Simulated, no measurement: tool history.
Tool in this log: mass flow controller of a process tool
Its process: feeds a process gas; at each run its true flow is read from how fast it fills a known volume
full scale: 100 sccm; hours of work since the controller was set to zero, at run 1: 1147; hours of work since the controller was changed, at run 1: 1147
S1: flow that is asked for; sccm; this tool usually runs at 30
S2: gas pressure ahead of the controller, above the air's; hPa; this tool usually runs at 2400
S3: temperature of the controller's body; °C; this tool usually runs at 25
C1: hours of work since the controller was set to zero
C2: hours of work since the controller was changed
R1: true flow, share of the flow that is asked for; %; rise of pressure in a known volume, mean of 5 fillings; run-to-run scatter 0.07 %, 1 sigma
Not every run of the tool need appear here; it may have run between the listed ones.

run 1 hour=0.0 | S1=30 S2=2400 S3=25 | C1=1147 C2=1147 | R1=98.73
run 2 hour=62.6 | S1=30 S2=2400 S3=23 | C1=1174 C2=1174 | R1=98.81
run 3 hour=123.2 | S1=30 S2=2400 S3=23 | C1=1201 C2=1201 | R1=98.69
run 4 hour=178.8 | S1=30 S2=2400 S3=23 | C1=1226 C2=1226 | R1=98.72
run 5 hour=270.7 | S1=39 S2=2400 S3=23 | C1=1266 C2=1266 | R1=98.79
run 6 hour=310.4 | S1=39 S2=2400 S3=23 | C1=1284 C2=1284 | R1=98.68
run 7 hour=355.4 | S1=39 S2=2400 S3=23 | C1=1304 C2=1304 | R1=98.82
run 8 hour=394.9 | S1=39 S2=2400 S3=23 | C1=1321 C2=1321 | R1=98.72
run 9 hour=464.4 | S1=39 S2=2230 S3=23 | C1=1352 C2=1352 | R1=98.60
run 10 hour=539.0 | S1=39 S2=1910 S3=29 | C1=1385 C2=1385 | R1=98.01
run 11 hour=612.4 | S1=30 S2=2400 S3=36 | C1=1418 C2=1418 | R1=97.05
run 12 hour=655.2 | S1=13 S2=2400 S3=24 | C1=1437 C2=1437 | R1=97.94
run 13 hour=720.2 | S1=13 S2=2400 S3=24 | C1=1465 C2=1465 | R1=97.81
run 14 hour=797.9 | S1=30 S2=2400 S3=32 | C1=1500 C2=1500 | R1=97.27
run 15 hour=852.6 | S1=30 S2=2400 S3=32 | C1=1524 C2=1524 | R1=97.18
run 16 hour=940.5 | S1=30 S2=1710 S3=21 | C1=1563 C2=1563 | R1=98.28

Below, some changes in R1 between adjacent runs. For each, the amount present without the hidden state too (settings, incoming material, random variation) and the amount remaining for the hidden state with gauge scatter not shared by both compared results:
Unlogged tool condition in this case: flow at rest that the sensor doesn't see, % of full scale; true flow over the shown one, %; drift of the gauge itself on true_pct, %.
Run 15 -> 16: S2 2400 -> 1710, S3 32 -> 21. R1 +1.10 %: hidden state -0.11, all else +1.21.

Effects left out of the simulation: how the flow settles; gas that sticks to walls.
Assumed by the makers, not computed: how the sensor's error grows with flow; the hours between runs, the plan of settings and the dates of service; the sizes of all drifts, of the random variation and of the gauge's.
